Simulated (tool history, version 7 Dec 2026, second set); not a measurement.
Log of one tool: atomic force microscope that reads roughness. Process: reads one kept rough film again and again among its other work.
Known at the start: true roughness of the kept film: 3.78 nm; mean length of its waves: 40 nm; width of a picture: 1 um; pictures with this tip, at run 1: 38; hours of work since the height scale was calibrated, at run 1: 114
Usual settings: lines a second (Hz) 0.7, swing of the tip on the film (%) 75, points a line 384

run     day  lines a second (Hz)  swing of the tip on the film (%)  points a line  pictures with this tip  hours of work since the height scale was calibrated  roughness of the kept film (nm (root mean square))
  1       0                  0.7                                75            384                      38                                                  114                                               3.436
  2    1.25                  0.7                                75            457                      80                                                  136                                               3.454
      2.025  -- new tip fitted
  3   3.296                  0.7                                75            457                      42                                                  173                                               3.446
  4   4.829                  0.7                                81            384                      93                                                  200                                               3.365
      5.221  -- new tip fitted
  5   6.546                  0.7                                75            384                      45                                                  230                                               3.448
  6   7.992                1.705                                75            384                      93                                                  256                                               3.263
      8.421  -- new tip fitted
  7   9.667                1.705                                75            384                      42                                                  286                                               3.228
  8  10.562                3.397                                75            384                      72                                                  302                                               2.937
     11.546  -- new tip fitted
  9  12.033                  0.7                                75            507                      16                                                  328                                               3.427
 10  13.488                  0.7                                75            507                      65                                                  354                                               3.432
     14.817  -- new tip fitted
 11  14.904                0.932                                75            384                       3                                                  379                                                3.39
 12  16.221                  0.7                                75            822                      47                                                  402                                                3.44
     18.092  -- new tip fitted
 13  18.362                  0.7                                75            822                       9                                                  440                                               3.456
 14  19.683                  0.7                                75            822                      53                                                  464                                                3.44
 15  21.083                  0.7                                75            822                      99                                                  489                                               3.443
      21.25  -- new tip fitted
 16  22.821                2.233                                75            822                      52                                                  519                                               3.145
     24.388  -- new tip fitted
 17  24.542                  0.7                                75            378                       5                                                  550                                               3.435
 18  26.129                  0.7                                75            695                      58                                                  578                                               3.453
     27.588  -- new tip fitted
 19  28.262                  0.7                                75            695                      22                                                  616                                               3.465
 20  29.638                  0.7                                75            384                      68                                                  640                                                3.44
 21  30.533                3.633                                56            829                      98                                                  656                                               3.368
     30.696  -- new tip fitted
 22  32.412                0.586                                85            701                      57                                                  689                                               3.408
     33.908  -- new tip fitted
 23  34.183                0.586                                90            287                       9                                                  721                                               3.292
 24  35.971                0.829                                80            569                      69                                                  753                                               3.367
 25  36.929                0.571                                79            384                     101                                                  770                                               3.455
     37.129  -- new tip fitted
 26  38.575                1.732                                85            396                      48                                                  799                                               3.031
     40.288  -- new tip fitted
 27  40.642                3.734                                75            384                      12                                                  835                                               2.914
 28  41.667                0.701                                65            463                      46                                                  854                                               3.522
      43.55  -- new tip fitted
 29  43.683                0.836                                76            557                       5                                                  889                                               3.425
 30    45.2                0.836                                76            557                      55                                                  916                                               3.387
     46.671  -- new tip fitted
 31  47.075                1.299                                65            430                      13                                                  950                                               3.455
 32  48.525                  0.7                                77            384                      61                                                  975                                               3.385
       49.9  -- new tip fitted
 33  50.625                3.039                                70            384                      24                                                 1013                                               3.139
     50.796  -- height scale calibrated on a step standard
 34  52.479                3.039                                70            384                      84                                                   30                                               3.109
     53.079  -- new tip fitted
 35    54.7                3.039                                70            384                      54                                                   69                                               3.119
       56.2  -- new tip fitted
 36  56.338                0.817                                80            384                       4                                                   98                                               3.349
 37  57.458                0.518                                66            476                      42                                                  118                                               3.537
 38  58.417                0.802                                65            727                      74                                                  135                                               3.505
     59.442  -- new tip fitted
 39  60.042                  0.7                                75            629                      20                                                  164                                               3.454

3 ways to go on from here, each from the tool as it stands after run 39. What would each give?
  A  61.367                1.945                                75            706                      64                                                  188                                                   ?
  B  61.367                  0.7                                57            290                      64                                                  188                                                   ?
  C  61.367                1.403                                67            629                      64                                                  188                                                   ?

run  roughness of the kept film (nm (root mean square))
  A                                               3.209
  B                                               3.533
  C                                               3.397
Without the tool's hidden state the same runs would have given:
run  roughness of the kept film (nm (root mean square))
  A                                               3.215
  B                                               3.539
  C                                               3.403
